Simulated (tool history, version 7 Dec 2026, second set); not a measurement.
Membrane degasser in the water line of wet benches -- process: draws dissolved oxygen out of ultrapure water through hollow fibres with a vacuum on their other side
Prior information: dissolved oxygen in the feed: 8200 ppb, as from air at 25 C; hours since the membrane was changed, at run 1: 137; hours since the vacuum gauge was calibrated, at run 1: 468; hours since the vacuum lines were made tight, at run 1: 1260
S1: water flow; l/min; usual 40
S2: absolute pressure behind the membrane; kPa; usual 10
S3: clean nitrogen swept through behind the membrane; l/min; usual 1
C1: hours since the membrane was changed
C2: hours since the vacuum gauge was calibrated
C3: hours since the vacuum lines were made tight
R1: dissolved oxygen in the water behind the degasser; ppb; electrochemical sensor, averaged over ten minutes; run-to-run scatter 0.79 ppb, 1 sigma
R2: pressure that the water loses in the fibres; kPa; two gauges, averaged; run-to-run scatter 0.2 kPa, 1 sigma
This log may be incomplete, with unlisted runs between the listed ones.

Run 1, hour 0: usual settings; C1 137; C2 468; C3 1260. Result: R1 524 ppb, R2 43.16 kPa.
Run 2, hour 36.4: usual settings but S3 2.47 l/min; C1 174; C2 504; C3 1296. Result: R1 249.5 ppb, R2 42.82 kPa.
Run 3, hour 61.2: usual settings but S3 2.47 l/min; C1 199; C2 529; C3 1321. Result: R1 249.7 ppb, R2 43.41 kPa.
Run 4, hour 80.7: usual settings but S3 2.47 l/min; C1 218; C2 549; C3 1340. Result: R1 249.8 ppb, R2 43.37 kPa.
Run 5, hour 124.1: usual settings; C1 262; C2 592; C3 1384. Result: R1 525.4 ppb, R2 43.01 kPa.
Run 6, hour 166.2: usual settings; C1 304; C2 634; C3 1426. Result: R1 524.2 ppb, R2 43.58 kPa.
Run 7, hour 209.9: usual settings but S2 14.2 kPa; C1 347; C2 678; C3 1470. Result: R1 817.4 ppb, R2 43.33 kPa.
Run 8, hour 232.7: usual settings but S2 14.2 kPa; C1 370; C2 701; C3 1492. Result: R1 819 ppb, R2 43.17 kPa.
At hour 235.4: vacuum gauge calibrated.
Run 9, hour 278.9: usual settings but S3 0.43 l/min; C1 416; C2 44; C3 1538. Result: R1 937.8 ppb, R2 43.02 kPa.
Run 10, hour 321.3: usual settings; C1 458; C2 86; C3 1580. Result: R1 525 ppb, R2 43.23 kPa.
At hour 327.5: vacuum gauge calibrated, once more.
Run 11, hour 366.9: usual settings; C1 503; C2 39; C3 1626. Result: R1 523.2 ppb, R2 43.33 kPa.
Run 12, hour 404.5: usual settings; C1 541; C2 77; C3 1663. Result: R1 522.3 ppb, R2 43.59 kPa.
Run 13, hour 429.9: usual settings; C1 566; C2 102; C3 1689. Result: R1 522.9 ppb, R2 43.34 kPa.
Run 14, hour 464: usual settings but S3 0.97 l/min; C1 601; C2 137; C3 1723. Result: R1 534 ppb, R2 43.35 kPa.
Run 15, hour 495.8: usual settings but S1 25 l/min, S3 0.97 l/min; C1 632; C2 168; C3 1754. Result: R1 367.1 ppb, R2 27.18 kPa.
Run 16, hour 516.7: usual settings but S2 9.5 kPa, S3 1.17 l/min; C1 653; C2 189; C3 1775. Result: R1 431.2 ppb, R2 43.19 kPa.
Run 17, hour 535.4: usual settings but S1 32 l/min, S2 11.7 kPa, S3 1.2 l/min; C1 672; C2 208; C3 1794. Result: R1 466.3 ppb, R2 34.81 kPa.
Run 18, hour 556.8: usual settings but S2 24.9 kPa, S3 1.47 l/min; C1 693; C2 229; C3 1815. Result: R1 1118.6 ppb, R2 43.12 kPa.
Run 19, hour 589.6: usual settings but S1 60 l/min, S2 7.4 kPa, S3 1.87 l/min; C1 726; C2 262; C3 1848. Result: R1 294.4 ppb, R2 65.24 kPa.
Run 20, hour 630.5: usual settings but S2 18.9 kPa, S3 1.34 l/min; C1 767; C2 303; C3 1889. Result: R1 902.5 ppb, R2 43.59 kPa.
Run 21, hour 650: usual settings but S2 18.9 kPa, S3 1.34 l/min; C1 787; C2 323; C3 1909. Result: R1 901.8 ppb, R2 43.35 kPa.
Run 22, hour 671.1: usual settings but S1 63 l/min, S2 7.2 kPa, S3 0.9 l/min; C1 808; C2 344; C3 1930. Result: R1 492.9 ppb, R2 68.33 kPa.
Run 23, hour 709.1: usual settings but S1 32 l/min, S2 6.1 kPa, S3 0.82 l/min; C1 846; C2 382; C3 1968. Result: R1 227 ppb, R2 34.83 kPa.
Run 24, hour 746: usual settings but S1 27 l/min, S2 9 kPa, S3 0.89 l/min; C1 882; C2 419; C3 2005. Result: R1 359 ppb, R2 29.42 kPa.
Run 25, hour 768.5: usual settings but S1 27 l/min, S2 9 kPa, S3 0.89 l/min; C1 905; C2 441; C3 2027. Result: R1 361 ppb, R2 29 kPa.
Run 26, hour 804.9: usual settings but S1 27 l/min, S2 9 kPa, S3 0.89 l/min; C1 941; C2 477; C3 2064. Result: R1 360.6 ppb, R2 29.33 kPa.
Run 27, hour 836.4: usual settings but S3 0.93 l/min; C1 973; C2 509; C3 2095. Result: R1 553.2 ppb, R2 43.27 kPa.

Below are 3 alternative next runs, each starting from the tool's condition after run 27. Predict each:
Run A, hour 864.1: usual settings but S1 52 l/min, S3 0.9 l/min; C1 1001; C2 537; C3 2123. Result: R1 ?, R2 ?.
Run B, hour 864.1: usual settings but S2 21.8 kPa, S3 0.47 l/min; C1 1001; C2 537; C3 2123. Result: R1 ?, R2 ?.
Run C, hour 864.1: usual settings but S1 44 l/min, S2 9.9 kPa, S3 0.93 l/min; C1 1001; C2 537; C3 2123. Result: R1 ?, R2 ?.

run      R1     R2
  A   689.8  56.43
  B  2117.1  43.05
  C   586.9  47.65
Without the tool's unlogged condition, the same runs would have read:
run     R1     R2
  A  686.3  56.24
  B   2116   42.9
  C  583.8  47.48

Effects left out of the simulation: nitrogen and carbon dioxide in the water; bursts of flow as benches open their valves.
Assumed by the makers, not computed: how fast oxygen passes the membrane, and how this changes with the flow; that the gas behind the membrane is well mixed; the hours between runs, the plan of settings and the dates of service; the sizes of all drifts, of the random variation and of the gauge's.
